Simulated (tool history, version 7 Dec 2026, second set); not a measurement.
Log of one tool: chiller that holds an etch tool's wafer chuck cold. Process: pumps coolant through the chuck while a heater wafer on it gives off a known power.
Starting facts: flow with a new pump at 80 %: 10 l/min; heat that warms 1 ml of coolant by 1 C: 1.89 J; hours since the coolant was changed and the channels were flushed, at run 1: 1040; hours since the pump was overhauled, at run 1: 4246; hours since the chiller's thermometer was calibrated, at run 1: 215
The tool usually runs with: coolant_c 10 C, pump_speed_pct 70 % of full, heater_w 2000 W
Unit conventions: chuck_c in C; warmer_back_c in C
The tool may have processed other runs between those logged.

run,hour,coolant_c,pump_speed_pct,heater_w,hours since the coolant was changed and the channels were flushed,hours since the pump was overhauled,hours since the chiller's thermometer was calibrated,chuck_c,warmer_back_c
1,0.0,10,70,2000,1040,4246,215,33.1,7.32
2,118.8,10,70,2000,1159,4365,334,33.3,7.27
3,271.3,10,70,2000,1311,4518,486,33.2,7.25
4,389.0,10,70,2000,1429,4635,604,33.2,7.25
5,511.1,10,70,2000,1551,4758,726,33.2,7.22
6,588.5,10,70,2000,1628,4835,804,33.0,7.24
7,688.0,10,70,2000,1728,4934,903,33.1,7.20
8,839.3,10,70,2000,1879,5086,1054,33.2,7.27
9,997.8,6,70,2000,2038,5244,1213,29.3,7.19
10,1069.0,10,70,2000,2109,5315,1284,33.2,7.27
11,1185.3,10,70,2000,2225,5432,1400,33.2,7.16
12,1278.4,13,70,2000,2318,5525,1493,36.2,7.28
13,1362.2,13,70,2000,2402,5609,1577,36.2,7.21
14,1461.9,10,66,2000,2502,5708,1677,34.4,7.62
15,1574.5,10,70,2000,2614,5821,1790,33.4,7.19
16,1691.1,10,70,2000,2731,5938,1906,33.3,7.25
17,1846.3,10,70,2000,2886,6093,2061,33.2,7.24
18,1974.3,11,79,2990,3014,6221,2189,42.7,9.64
19,2062.9,11,99,2990,3103,6309,2278,37.7,7.69
20,2154.8,13,70,1217,3195,6401,2370,26.9,4.36
21,2290.1,13,70,1217,3330,6537,2505,27.0,4.40
22,2422.4,2,70,1190,3462,6669,2637,15.7,4.25
# hour 2546.7: coolant pump overhauled
23,2548.7,2,70,1190,3583,2,2759,15.8,4.26
24,2631.0,2,70,1190,3666,84,2841,15.9,4.33
25,2789.4,2,69,1190,3824,243,2999,16.0,4.35
26,2881.9,2,69,1190,3917,335,3092,15.9,4.36
27,2994.9,10,67,2905,4030,448,3205,44.8,10.87
28,3127.5,2,67,1135,4162,581,3338,15.7,4.31
29,3254.0,2,67,1135,4289,707,3464,15.6,4.26
30,3393.9,10,78,1294,4429,847,3604,23.9,4.19
31,3555.2,10,78,1294,4590,1009,3765,23.8,4.25
32,3653.4,4,62,1259,4688,1107,3863,20.0,5.09

For each entry between runs, how does the tool's hidden state at the last listed run before it compare with that at the first listed run after it?
Between runs 22 and 23: coolant pump overhauled (hour 2546.7)
  flow at a given pump speed, % of a new pump's: 99.8 -> 100
